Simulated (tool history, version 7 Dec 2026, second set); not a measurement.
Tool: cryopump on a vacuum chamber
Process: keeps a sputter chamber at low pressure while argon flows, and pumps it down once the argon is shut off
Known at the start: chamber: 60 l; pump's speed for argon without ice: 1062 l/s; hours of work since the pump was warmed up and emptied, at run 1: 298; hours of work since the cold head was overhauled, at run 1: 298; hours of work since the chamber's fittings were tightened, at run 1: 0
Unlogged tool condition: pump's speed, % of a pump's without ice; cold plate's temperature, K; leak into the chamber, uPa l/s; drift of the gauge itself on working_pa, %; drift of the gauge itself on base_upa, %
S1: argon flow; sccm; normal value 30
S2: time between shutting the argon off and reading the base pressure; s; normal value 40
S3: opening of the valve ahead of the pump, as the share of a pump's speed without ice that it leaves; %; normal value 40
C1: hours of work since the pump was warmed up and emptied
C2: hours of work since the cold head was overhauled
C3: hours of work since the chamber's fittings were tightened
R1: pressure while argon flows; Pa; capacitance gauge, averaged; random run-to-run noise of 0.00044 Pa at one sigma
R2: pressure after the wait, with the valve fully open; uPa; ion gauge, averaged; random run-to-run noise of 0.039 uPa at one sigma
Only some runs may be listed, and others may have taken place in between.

| run | hour | S1 | S2 | S3 | C1 | C2 | C3 | R1 | R2 |
|---|---|---|---|---|---|---|---|---|---|
| 1 | 0 | 30 | 40 | 40 | 298 | 298 | 0 | 0.1219 | 2.22 |
| 2 | 23 | 30 | 40 | 40 | 311 | 311 | 13 | 0.1224 | 2.3 |
| 3 | 46.8 | 30 | 40 | 40 | 324 | 324 | 27 | 0.1222 | 2.27 |
| 4 | 74.9 | 30 | 40 | 40 | 340 | 340 | 43 | 0.122 | 2.32 |
| 5 | 102.9 | 30 | 40 | 40 | 357 | 357 | 59 | 0.1216 | 2.31 |
| 6 | 117.2 | 30 | 40 | 40 | 365 | 365 | 67 | 0.1229 | 2.33 |
| 7 | 147 | 30 | 40 | 17 | 382 | 382 | 84 | 0.2844 | 2.33 |
| 8 | 160.5 | 30 | 40 | 17 | 390 | 390 | 92 | 0.2838 | 2.33 |
| 9 | 179.7 | 30 | 40 | 17 | 401 | 401 | 103 | 0.2843 | 2.37 |
| 10 | 207.7 | 30 | 40 | 17 | 417 | 417 | 119 | 0.2831 | 2.38 |
| 11 | 232.7 | 30 | 40 | 17 | 431 | 431 | 133 | 0.2859 | 2.33 |
| 12 | 260 | 30 | 40 | 17 | 447 | 447 | 149 | 0.2845 | 2.38 |
| 13 | 289.9 | 30 | 40 | 17 | 464 | 464 | 166 | 0.2838 | 2.43 |
| 14 | 309 | 30 | 40 | 17 | 475 | 475 | 177 | 0.2834 | 2.41 |
| 15 | 335.7 | 30 | 40 | 17 | 490 | 490 | 192 | 0.2857 | 2.44 |
| 16 | 359.6 | 30 | 40 | 17 | 504 | 504 | 206 | 0.2855 | 2.5 |
| 17 | 381.2 | 30 | 40 | 17 | 516 | 516 | 218 | 0.2849 | 2.53 |
| 18 | 395.8 | 29 | 40 | 32 | 524 | 524 | 227 | 0.149 | 2.47 |
| 19 | 414.8 | 29 | 40 | 32 | 535 | 535 | 238 | 0.1487 | 2.53 |
| 20 | 435.9 | 54 | 29 | 32 | 547 | 547 | 250 | 0.2765 | 3.25 |
| 21 | 464.9 | 17 | 38 | 16 | 564 | 564 | 266 | 0.1712 | 2.69 |
| 22 | 487.9 | 29 | 40 | 40 | 577 | 577 | 280 | 0.1205 | 2.54 |
| 23 | 502.9 | 29 | 130 | 40 | 586 | 586 | 288 | 0.1205 | 1.26 |
| 24 | 518.9 | 29 | 130 | 40 | 595 | 595 | 297 | 0.1206 | 1.24 |
| 25 | 537 | 30 | 55 | 23 | 605 | 605 | 308 | 0.2125 | 2.13 |
| 26 | 567.6 | 30 | 131 | 54 | 623 | 623 | 325 | 0.0931 | 1.31 |
| 27 | 582 | 30 | 131 | 54 | 631 | 631 | 334 | 0.0929 | 1.33 |
| 28 | 602.6 | 30 | 131 | 54 | 643 | 643 | 345 | 0.0939 | 1.24 |
| 29 | 618.4 | 30 | 131 | 54 | 652 | 652 | 354 | 0.0943 | 1.31 |
| 30 | 632.8 | 30 | 21 | 42 | 660 | 660 | 363 | 0.119 | 4.45 |
| 31 | 659 | 30 | 21 | 37 | 675 | 675 | 378 | 0.1345 | 4.44 |
| 32 | 684 | 30 | 21 | 37 | 690 | 690 | 392 | 0.1348 | 4.44 |
| 33 | 696.9 | 45 | 52 | 37 | 697 | 697 | 399 | 0.2026 | 2.24 |
| 34 | 727.3 | 49 | 52 | 25 | 714 | 714 | 417 | 0.322 | 2.29 |

What if the next run were any one of these 4? Each begins from the tool's condition after run 34:
| A | 746.4 | 18 | 76 | 47 | 725 | 725 | 428 | ? | ? |
| B | 746.4 | 20 | 78 | 35 | 725 | 725 | 428 | ? | ? |
| C | 746.4 | 33 | 36 | 40 | 725 | 725 | 428 | ? | ? |
| D | 746.4 | 29 | 107 | 25 | 725 | 725 | 428 | ? | ? |

| run | R1 | R2 |
|---|---|---|
| A | 0.0644 | 1.85 |
| B | 0.0947 | 1.81 |
| C | 0.1377 | 2.94 |
| D | 0.1897 | 1.53 |
The same runs, with their run-to-run variation unchanged, on a tool lacking any hidden condition would have given:
| run | R1 | R2 |
|---|---|---|
| A | 0.0608 | 1.3 |
| B | 0.0907 | 1.26 |
| C | 0.1311 | 2.4 |
| D | 0.1839 | 1 |
